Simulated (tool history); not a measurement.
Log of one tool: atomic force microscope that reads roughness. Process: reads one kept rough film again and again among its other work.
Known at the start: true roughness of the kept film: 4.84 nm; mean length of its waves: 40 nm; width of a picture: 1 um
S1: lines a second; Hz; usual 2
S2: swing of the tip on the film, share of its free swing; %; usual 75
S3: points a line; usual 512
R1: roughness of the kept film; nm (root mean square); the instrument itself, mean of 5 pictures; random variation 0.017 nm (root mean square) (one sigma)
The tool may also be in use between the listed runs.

run,hour,S1,S2,S3,R1
1,0,2,75,512,3.669
2,8.2,2,75,512,3.629
3,12.3,2,75,346,3.567
4,17.5,2,75,346,3.554
5,22.1,2,75,346,3.511
6,26.1,2.51,75,512,3.405
7,35.7,2,75,811,3.416
8,41.1,2,75,811,3.398
9,45.3,2,75,811,3.346
# hour 49.7: new tip fitted
10,55.7,2,75,811,4.1
11,65.3,2,75,811,3.974
12,69.4,2,75,539,3.966
13,74.3,2,75,539,3.884
14,84.1,2.94,75,512,3.678
15,93.5,2,75,512,3.737
16,101.6,2,57,512,3.866
17,108.7,2,57,512,3.805
18,113.9,2,57,512,3.764
19,120.2,2,57,512,3.714
20,125.5,2,88,512,3.25
21,134.1,2,88,512,3.188
22,143.1,0.75,88,512,3.443
# hour 145.3: new tip fitted
23,151.3,2,75,512,4.076
24,159.2,2,64,512,4.129
25,163.5,2.32,75,512,3.887
26,173.1,2.32,75,512,3.801
27,177.9,2.32,75,512,3.761
28,184.3,1.5,56,732,3.967
29,189.3,2.89,78,734,3.554
30,193.3,2.89,78,734,3.49
31,197.7,0.58,75,320,3.873
32,204.9,0.58,75,320,3.77
33,213.4,2.54,75,275,3.441
34,218.9,2.54,75,275,3.428
35,223.4,2.2,75,330,3.41
36,230.6,2.2,75,330,3.346
37,238.4,1.18,67,512,3.511
# hour 241: new tip fitted
38,248.5,2.96,75,512,3.913
39,255.2,2.96,75,512,3.84
40,264.5,0.74,75,512,4.085
41,271.6,2.67,75,512,3.759
42,281,2,75,785,3.759
43,290,1.31,57,627,3.932
44,295.8,3.27,59,470,3.733
45,303.6,3.27,59,470,3.68
46,309.7,3.27,59,470,3.655
47,319.2,0.68,85,284,3.57
48,326.8,0.72,55,796,3.677
49,332.2,1.5,75,263,3.394
# hour 336.4: new tip fitted
50,341.7,3.69,63,704,4.11
51,350.3,2,75,942,3.988
52,356.5,3.39,89,609,3.339
53,364.2,0.87,89,370,3.911

4 ways to go on from here, each from the tool as it stands after run 53. What would each give?
A,369.6,0.74,55,475,?
B,369.6,0.87,89,290,?
C,369.6,0.88,72,758,?
D,369.6,0.87,89,752,?

run,R1
A,4.09
B,3.82
C,3.995
D,3.878
Without the tool's hidden state the same runs would have given:
run,R1
A,4.421
B,4.129
C,4.319
D,4.191

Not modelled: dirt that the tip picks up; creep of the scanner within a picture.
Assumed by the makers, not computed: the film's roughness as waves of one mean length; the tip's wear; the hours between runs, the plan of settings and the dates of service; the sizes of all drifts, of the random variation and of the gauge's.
